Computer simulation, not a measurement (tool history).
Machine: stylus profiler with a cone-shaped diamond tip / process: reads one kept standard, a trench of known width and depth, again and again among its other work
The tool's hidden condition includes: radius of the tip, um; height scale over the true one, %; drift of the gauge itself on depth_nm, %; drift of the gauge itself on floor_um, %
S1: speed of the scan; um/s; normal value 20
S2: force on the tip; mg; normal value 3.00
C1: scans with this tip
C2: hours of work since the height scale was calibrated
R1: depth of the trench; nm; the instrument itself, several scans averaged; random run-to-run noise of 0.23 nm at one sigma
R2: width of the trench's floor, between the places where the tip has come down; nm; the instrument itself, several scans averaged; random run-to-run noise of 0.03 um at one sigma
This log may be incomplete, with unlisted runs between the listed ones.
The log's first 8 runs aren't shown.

| run | hour | S1 | S2 | C1 | C2 | R1 | R2 |
|---|---|---|---|---|---|---|---|
| 9 | 258.7 | 9 | 3.00 | 9336 | 1497 | 1008.26 | 45680 |
| 10 | 286.5 | 9 | 3.00 | 9473 | 1519 | 1008.23 | 45620 |
| 11 | 324.8 | 20 | 3.00 | 9661 | 1549 | 1008.04 | 45620 |
| 12 | 356.9 | 20 | 3.11 | 9820 | 1574 | 1008.15 | 45570 |
| 13 | 401.0 | 20 | 2.39 | 10036 | 1609 | 1006.37 | 45540 |
| 14 | 430.7 | 20 | 2.39 | 10182 | 1633 | 1006.27 | 45550 |
| 15 | 476.5 | 17 | 3.00 | 10407 | 1669 | 1008.13 | 45520 |
| 16 | 503.7 | 20 | 3.04 | 10541 | 1690 | 1007.89 | 45500 |
| 17 | 544.8 | 14 | 5.48 | 10743 | 1722 | 1013.58 | 45530 |
| 18 | 564.6 | 58 | 2.51 | 10840 | 1738 | 1006.14 | 45360 |
| 19 | 604.8 | 19 | 2.36 | 11038 | 1770 | 1006.22 | 45460 |
| 20 | 635.5 | 19 | 2.36 | 11189 | 1794 | 1005.26 | 45480 |
| 21 | 682.8 | 19 | 2.36 | 11422 | 1831 | 1005.60 | 45420 |
| 22 | 718.0 | 19 | 5.52 | 11595 | 1859 | 1013.39 | 45470 |
| 23 | 764.3 | 43 | 5.08 | 11823 | 1896 | 1012.38 | 45380 |
| 24 | 796.9 | 61 | 2.81 | 11983 | 1921 | 1006.76 | 45230 |
| 25 | 834.5 | 51 | 1.03 | 12168 | 1951 | 1000.95 | 45130 |
| 26 | 860.0 | 36 | 3.00 | 12293 | 1971 | 1007.30 | 45330 |
| 27 | 879.2 | 8 | 5.42 | 12387 | 1986 | 1012.89 | 45460 |
| 28 | 907.1 | 20 | 2.52 | 12525 | 2008 | 1005.73 | 45370 |
| 29 | 946.7 | 17 | 3.66 | 12720 | 2039 | 1008.84 | 45390 |
| 30 | 971.7 | 17 | 3.66 | 12842 | 2059 | 1008.42 | 45370 |
| 31 | 995.9 | 33 | 1.28 | 12961 | 2078 | 1001.69 | 45220 |

Run 32 is up next; what results do you expect?
| 32 | 1029.2 | 33 | 1.28 | 13125 | 2104 | ? | ? |

Run 32 came out at R1 1001.50 nm, R2 45180 nm.
Minus the tool's unlogged condition, the same run would have read R1 1006.74 nm, R2 46310 nm.
